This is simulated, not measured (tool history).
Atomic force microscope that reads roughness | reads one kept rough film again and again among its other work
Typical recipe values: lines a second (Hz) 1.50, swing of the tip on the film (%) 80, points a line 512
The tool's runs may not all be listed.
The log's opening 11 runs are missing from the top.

run,hour,lines a second (Hz),swing of the tip on the film (%),points a line,pictures with this tip,hours of work since the height scale was calibrated,roughness of the kept film (nm (root mean square))
12,68.6,1.50,80,310,198,47,4.159
13,77.8,1.50,80,310,212,51,4.174
14,83.5,1.50,80,310,220,54,4.128
15,89.1,1.50,80,310,228,56,4.124
16,97.4,1.50,80,512,240,60,4.131
17,104.2,1.50,80,512,250,63,4.105
18,109.6,1.50,80,512,258,66,4.111
19,119.6,1.50,80,512,273,71,4.082
20,124.1,1.87,84,675,279,73,3.942
21,131.0,3.38,66,512,289,76,4.085
22,136.0,1.85,80,373,296,78,4.008
23,143.1,1.24,80,953,307,82,4.143
24,148.4,1.24,80,953,315,84,4.148
25,155.3,1.22,70,953,325,87,4.251
26,159.7,1.50,89,888,331,89,3.889
27,169.5,1.50,89,888,345,94,3.885
28,176.1,1.82,76,816,355,97,4.076
29,180.3,1.50,80,324,361,99,4.044
# hour 187.7: new tip fitted
30,189.9,1.50,73,512,3,103,4.390
31,194.2,1.50,73,512,10,105,4.413
32,203.6,3.51,84,326,23,110,3.746
33,211.8,2.26,66,326,35,113,4.389
34,219.4,0.72,81,644,46,117,4.438
35,224.5,0.72,81,644,54,119,4.462

The next listed run, before its measurement:
36,232.4,0.72,81,644,65,123,?

Run 36 came out at roughness of the kept film (nm (root mean square)) 4.399.
With no hidden state in the tool, this same run would have given roughness of the kept film (nm (root mean square)) 4.448.
